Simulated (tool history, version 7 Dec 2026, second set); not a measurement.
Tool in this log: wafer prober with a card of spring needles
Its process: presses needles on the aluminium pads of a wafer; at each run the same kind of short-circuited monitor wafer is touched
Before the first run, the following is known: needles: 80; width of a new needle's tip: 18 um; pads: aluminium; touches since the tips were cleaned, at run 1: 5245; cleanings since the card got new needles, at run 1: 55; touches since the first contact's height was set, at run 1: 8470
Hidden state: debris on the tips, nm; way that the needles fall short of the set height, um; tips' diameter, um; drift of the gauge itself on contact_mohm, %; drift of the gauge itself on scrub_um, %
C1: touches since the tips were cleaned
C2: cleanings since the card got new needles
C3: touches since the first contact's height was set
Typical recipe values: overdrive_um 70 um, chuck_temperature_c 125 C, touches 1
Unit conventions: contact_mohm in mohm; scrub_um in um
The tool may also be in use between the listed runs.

Run 1, hour 0.0: usual settings; C1 5245; C2 55; C3 8470. Result: contact_mohm 183 mohm, scrub_um 12.99 um.
At hour 3.5: tips cleaned on abrasive film.
At hour 18.9: tips cleaned on abrasive film.
Run 2, hour 24.4: usual settings; C1 2451; C2 57; C3 19234. Result: contact_mohm 179 mohm, scrub_um 13.03 um.
At hour 34.8: tips cleaned on abrasive film.
Run 3, hour 43.1: usual settings; C1 3692; C2 58; C3 27516. Result: contact_mohm 179 mohm, scrub_um 13.03 um.
At hour 50.2: tips cleaned on abrasive film.
Run 4, hour 60.3: usual settings but touches 2; C1 4486; C2 59; C3 35137. Result: contact_mohm 185 mohm, scrub_um 13.06 um.
At hour 65.7: tips cleaned on abrasive film.
Run 5, hour 72.5: usual settings but touches 2; C1 2989; C2 60; C3 40503. Result: contact_mohm 182 mohm, scrub_um 13.08 um.
At hour 80.6: tips cleaned on abrasive film.
Run 6, hour 83.9: usual settings but touches 2; C1 1496; C2 61; C3 45570. Result: contact_mohm 176 mohm, scrub_um 13.07 um.
At hour 96.5: tips cleaned on abrasive film.
Run 7, hour 96.6: usual settings but chuck_temperature_c 120 C; C1 59; C2 62; C3 51165. Result: contact_mohm 181 mohm, scrub_um 13.10 um.
Run 8, hour 108.3: usual settings but chuck_temperature_c 120 C; C1 5261; C2 62; C3 56367. Result: contact_mohm 181 mohm, scrub_um 13.09 um.
At hour 112.4: tips cleaned on abrasive film.
At hour 128.2: tips cleaned on abrasive film.
Run 9, hour 131.2: usual settings but overdrive_um 62 um; C1 1349; C2 64; C3 66465. Result: contact_mohm 182 mohm, scrub_um 11.65 um.
At hour 143.9: tips cleaned on abrasive film.
Run 10, hour 154.5: usual settings but overdrive_um 53 um; C1 4688; C2 65; C3 76792. Result: contact_mohm 185 mohm, scrub_um 9.96 um.
At hour 159.9: tips cleaned on abrasive film.
At hour 163.3: height of the first contact set anew.
At hour 176.1: tips cleaned on abrasive film.
Run 11, hour 178.0: usual settings but overdrive_um 53 um; C1 843; C2 67; C3 6537. Result: contact_mohm 185 mohm, scrub_um 10.00 um.
At hour 191.5: tips cleaned on abrasive film.
Run 12, hour 191.5: usual settings but overdrive_um 53 um; C1 0; C2 68; C3 12505. Result: contact_mohm 188 mohm, scrub_um 9.97 um.
At hour 207.4: tips cleaned on abrasive film.
Run 13, hour 211.7: usual settings but touches 2; C1 1918; C2 69; C3 21420. Result: contact_mohm 183 mohm, scrub_um 13.22 um.
At hour 223.6: tips cleaned on abrasive film.
Run 14, hour 227.2: usual settings; C1 1617; C2 70; C3 28305. Result: contact_mohm 180 mohm, scrub_um 13.24 um.
At hour 239.3: tips cleaned on abrasive film.
Run 15, hour 242.4: usual settings; C1 1393; C2 71; C3 35008. Result: contact_mohm 181 mohm, scrub_um 13.21 um.
At hour 255.2: tips cleaned on abrasive film.
Run 16, hour 263.8: usual settings but chuck_temperature_c 124 C; C1 3801; C2 72; C3 44474. Result: contact_mohm 179 mohm, scrub_um 13.24 um.
At hour 270.6: tips cleaned on abrasive film.
At hour 285.5: tips cleaned on abrasive film.
Run 17, hour 287.7: usual settings but overdrive_um 68 um, chuck_temperature_c 105 C, touches 2; C1 963; C2 74; C3 55021. Result: contact_mohm 178 mohm, scrub_um 12.88 um.
At hour 301.3: tips cleaned on abrasive film.
Run 18, hour 307.8: usual settings but overdrive_um 68 um, chuck_temperature_c 105 C, touches 2; C1 2913; C2 75; C3 63947. Result: contact_mohm 178 mohm, scrub_um 12.90 um.
At hour 317.7: tips cleaned on abrasive film.
Run 19, hour 325.8: usual settings but overdrive_um 79 um, chuck_temperature_c 33 C, touches 2; C1 3623; C2 76; C3 71918. Result: contact_mohm 163 mohm, scrub_um 15.03 um.
At hour 334.0: tips cleaned on abrasive film.
At hour 344.7: gauge calibrated.
At hour 345.0: height of the first contact set anew.
Run 20, hour 348.0: usual settings but overdrive_um 80 um, chuck_temperature_c 49 C, touches 2; C1 6125; C2 77; C3 1358. Result: contact_mohm 165 mohm, scrub_um 14.85 um.
At hour 349.2: tips cleaned on abrasive film.
At hour 364.2: tips cleaned on abrasive film.
Run 21, hour 371.7: usual settings but overdrive_um 80 um, chuck_temperature_c 49 C, touches 2; C1 3310; C2 79; C3 11801. Result: contact_mohm 167 mohm, scrub_um 14.87 um.
At hour 378.9: tips cleaned on abrasive film.
At hour 394.2: tips cleaned on abrasive film.
Run 22, hour 395.0: usual settings but overdrive_um 80 um, chuck_temperature_c 49 C, touches 2; C1 359; C2 81; C3 22095. Result: contact_mohm 164 mohm, scrub_um 14.91 um.
At hour 409.4: tips cleaned on abrasive film.
Run 23, hour 414.6: usual settings but chuck_temperature_c 120 C; C1 2322; C2 82; C3 30761. Result: contact_mohm 183 mohm, scrub_um 13.07 um.
At hour 424.6: tips cleaned on abrasive film.
Run 24, hour 433.2: usual settings but chuck_temperature_c 120 C; C1 3843; C2 83; C3 39020. Result: contact_mohm 183 mohm, scrub_um 13.10 um.
At hour 441.3: tips cleaned on abrasive film.
Run 25, hour 445.6: usual settings but chuck_temperature_c 120 C; C1 1919; C2 84; C3 44484. Result: contact_mohm 182 mohm, scrub_um 13.08 um.
At hour 456.2: tips cleaned on abrasive film.
Run 26, hour 461.1: usual settings but overdrive_um 87 um, chuck_temperature_c 43 C; C1 2150; C2 85; C3 51320. Result: contact_mohm 162 mohm, scrub_um 16.28 um.
At hour 471.4: tips cleaned on abrasive film.
Run 27, hour 473.4: usual settings but overdrive_um 65 um, chuck_temperature_c 52 C, touches 2; C1 915; C2 86; C3 56773. Result: contact_mohm 166 mohm, scrub_um 12.17 um.
Run 28, hour 485.7: usual settings but overdrive_um 72 um, chuck_temperature_c 28 C; C1 6397; C2 86; C3 62255. Result: contact_mohm 161 mohm, scrub_um 13.52 um.
At hour 487.3: tips cleaned on abrasive film.
Run 29, hour 499.8: usual settings but overdrive_um 72 um, chuck_temperature_c 28 C; C1 5583; C2 87; C3 68484. Result: contact_mohm 164 mohm, scrub_um 13.50 um.
At hour 502.2: tips cleaned on abrasive film.
At hour 516.9: tips cleaned on abrasive film.
Run 30, hour 518.0: usual settings but overdrive_um 80 um, chuck_temperature_c 113 C, touches 3; C1 490; C2 89; C3 76497. Result: contact_mohm 175 mohm, scrub_um 15.07 um.
At hour 527.7: height of the first contact set anew.
At hour 533.3: tips cleaned on abrasive film.
Run 31, hour 536.2: usual settings but overdrive_um 80 um, chuck_temperature_c 113 C, touches 3; C1 1301; C2 90; C3 3753. Result: contact_mohm 179 mohm, scrub_um 15.03 um.

Below are 5 alternative next runs, each starting from the tool's condition after run 31. Predict each:
Run A, hour 547.0: usual settings but overdrive_um 55 um, chuck_temperature_c 113 C, touches 3; C1 6079; C2 90; C3 8531. Result: contact_mohm ?, scrub_um ?.
Run B, hour 547.0: usual settings but overdrive_um 80 um, chuck_temperature_c 36 C, touches 2; C1 6079; C2 90; C3 8531. Result: contact_mohm ?, scrub_um ?.
Run C, hour 547.0: usual settings but overdrive_um 78 um, chuck_temperature_c 62 C, touches 2; C1 6079; C2 90; C3 8531. Result: contact_mohm ?, scrub_um ?.
Run D, hour 547.0: usual settings but chuck_temperature_c 83 C; C1 6079; C2 90; C3 8531. Result: contact_mohm ?, scrub_um ?.
Run E, hour 547.0: usual settings but overdrive_um 63 um, chuck_temperature_c 117 C, touches 2; C1 6079; C2 90; C3 8531. Result: contact_mohm ?, scrub_um ?.

run  contact_mohm  scrub_um
  A           186     10.36
  B           164     15.08
  C           166     14.75
  D           173     13.17
  E           181     11.86
With the hidden condition removed and each run's random variation left untouched, the same runs would have given:
run  contact_mohm  scrub_um
  A           186     10.22
  B           163     14.87
  C           166     14.55
  D           172     12.99
  E           181     11.69
